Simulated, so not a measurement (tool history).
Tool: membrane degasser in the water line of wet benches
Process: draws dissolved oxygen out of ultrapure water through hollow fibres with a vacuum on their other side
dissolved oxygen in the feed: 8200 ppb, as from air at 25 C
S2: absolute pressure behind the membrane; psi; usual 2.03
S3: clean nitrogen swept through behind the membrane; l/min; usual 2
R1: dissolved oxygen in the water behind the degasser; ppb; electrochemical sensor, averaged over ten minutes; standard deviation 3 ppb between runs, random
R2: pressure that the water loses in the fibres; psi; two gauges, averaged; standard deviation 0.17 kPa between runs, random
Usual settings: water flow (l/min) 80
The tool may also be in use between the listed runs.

run 1 day=0 | water_flow_(l/min)=80 S2=2.03 S3=2 | R1=803.4 R2=3.846
-- day=0.296 seals of the vacuum lines changed
run 2 day=2.475 | water_flow_(l/min)=79 S2=2.03 S3=2 | R1=785.5 R2=3.839
run 3 day=5.117 | water_flow_(l/min)=79 S2=2.03 S3=2 | R1=788.4 R2=3.816
run 4 day=6.654 | water_flow_(l/min)=79 S2=2.03 S3=2 | R1=788.6 R2=3.793
run 5 day=8.604 | water_flow_(l/min)=123 S2=2.03 S3=2 | R1=1093.8 R2=5.919
run 6 day=10.612 | water_flow_(l/min)=92 S2=2.48 S3=2.78 | R1=875 R2=4.443

Run 7, settings as shown, results not yet in. Your forecast:
run 7 day=12.079 | water_flow_(l/min)=80 S2=2.7 S3=2.92 | R1=? R2=?

R1: 824.4 ppb
R2: 3.799 psi
On a tool with no hidden condition, and with the same random variation, this run would have come out at R1 827.1 ppb, R2 3.799 psi.
